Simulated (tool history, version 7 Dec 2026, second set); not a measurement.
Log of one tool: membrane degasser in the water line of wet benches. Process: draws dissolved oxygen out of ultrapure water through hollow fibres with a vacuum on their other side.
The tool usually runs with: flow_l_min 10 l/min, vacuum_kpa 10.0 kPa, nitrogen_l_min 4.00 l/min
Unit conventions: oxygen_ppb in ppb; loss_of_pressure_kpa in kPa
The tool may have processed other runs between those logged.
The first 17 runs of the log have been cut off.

run 18 day=129.262 | flow_l_min=10 vacuum_kpa=10.0 nitrogen_l_min=4.00 | oxygen_ppb=60.0 loss_of_pressure_kpa=33.39
run 19 day=139.433 | flow_l_min=15 vacuum_kpa=10.0 nitrogen_l_min=7.25 | oxygen_ppb=130.2 loss_of_pressure_kpa=50.90
run 20 day=147.950 | flow_l_min=10 vacuum_kpa=15.5 nitrogen_l_min=4.43 | oxygen_ppb=88.7 loss_of_pressure_kpa=33.76
run 21 day=158.488 | flow_l_min=9 vacuum_kpa=17.0 nitrogen_l_min=9.16 | oxygen_ppb=45.6 loss_of_pressure_kpa=30.61
run 22 day=166.383 | flow_l_min=6 vacuum_kpa=10.1 nitrogen_l_min=1.74 | oxygen_ppb=66.7 loss_of_pressure_kpa=19.98
run 23 day=174.254 | flow_l_min=9 vacuum_kpa=23.7 nitrogen_l_min=2.54 | oxygen_ppb=200.8 loss_of_pressure_kpa=30.28
-- day=180.296 seals of the vacuum lines changed
run 24 day=180.296 | flow_l_min=9 vacuum_kpa=23.7 nitrogen_l_min=2.54 | oxygen_ppb=189.5 loss_of_pressure_kpa=30.43
run 25 day=190.488 | flow_l_min=9 vacuum_kpa=23.7 nitrogen_l_min=2.54 | oxygen_ppb=183.2 loss_of_pressure_kpa=30.60
run 26 day=195.217 | flow_l_min=9 vacuum_kpa=23.7 nitrogen_l_min=2.54 | oxygen_ppb=186.3 loss_of_pressure_kpa=30.54
-- day=197.529 vacuum gauge calibrated
run 27 day=200.558 | flow_l_min=6 vacuum_kpa=23.7 nitrogen_l_min=7.32 | oxygen_ppb=42.9 loss_of_pressure_kpa=20.33
run 28 day=207.312 | flow_l_min=9 vacuum_kpa=19.5 nitrogen_l_min=7.83 | oxygen_ppb=55.6 loss_of_pressure_kpa=30.92
run 29 day=214.838 | flow_l_min=6 vacuum_kpa=20.0 nitrogen_l_min=4.00 | oxygen_ppb=63.3 loss_of_pressure_kpa=20.62
run 30 day=224.300 | flow_l_min=8 vacuum_kpa=14.3 nitrogen_l_min=10.52 | oxygen_ppb=26.2 loss_of_pressure_kpa=27.48
run 31 day=234.146 | flow_l_min=16 vacuum_kpa=14.8 nitrogen_l_min=4.00 | oxygen_ppb=234.9 loss_of_pressure_kpa=54.65
run 32 day=244.083 | flow_l_min=16 vacuum_kpa=14.8 nitrogen_l_min=4.00 | oxygen_ppb=238.4 loss_of_pressure_kpa=54.54
run 33 day=253.996 | flow_l_min=10 vacuum_kpa=15.2 nitrogen_l_min=2.95 | oxygen_ppb=115.0 loss_of_pressure_kpa=34.26

Alternative continuations, all from the tool just after run 33; predict every row:
run A day=264.588 | flow_l_min=10 vacuum_kpa=8.0 nitrogen_l_min=2.86 | oxygen_ppb=? loss_of_pressure_kpa=?
run B day=264.588 | flow_l_min=13 vacuum_kpa=8.8 nitrogen_l_min=4.00 | oxygen_ppb=? loss_of_pressure_kpa=?
run C day=264.588 | flow_l_min=11 vacuum_kpa=19.2 nitrogen_l_min=3.09 | oxygen_ppb=? loss_of_pressure_kpa=?

run=A oxygen_ppb=59.8 loss_of_pressure_kpa=34.12
run=B oxygen_ppb=102.2 loss_of_pressure_kpa=44.76
run=C oxygen_ppb=169.8 loss_of_pressure_kpa=37.62
What these runs would have given with no unlogged condition in the tool:
run=A oxygen_ppb=54.3 loss_of_pressure_kpa=32.53
run=B oxygen_ppb=89.0 loss_of_pressure_kpa=42.69
run=C oxygen_ppb=160.5 loss_of_pressure_kpa=35.87

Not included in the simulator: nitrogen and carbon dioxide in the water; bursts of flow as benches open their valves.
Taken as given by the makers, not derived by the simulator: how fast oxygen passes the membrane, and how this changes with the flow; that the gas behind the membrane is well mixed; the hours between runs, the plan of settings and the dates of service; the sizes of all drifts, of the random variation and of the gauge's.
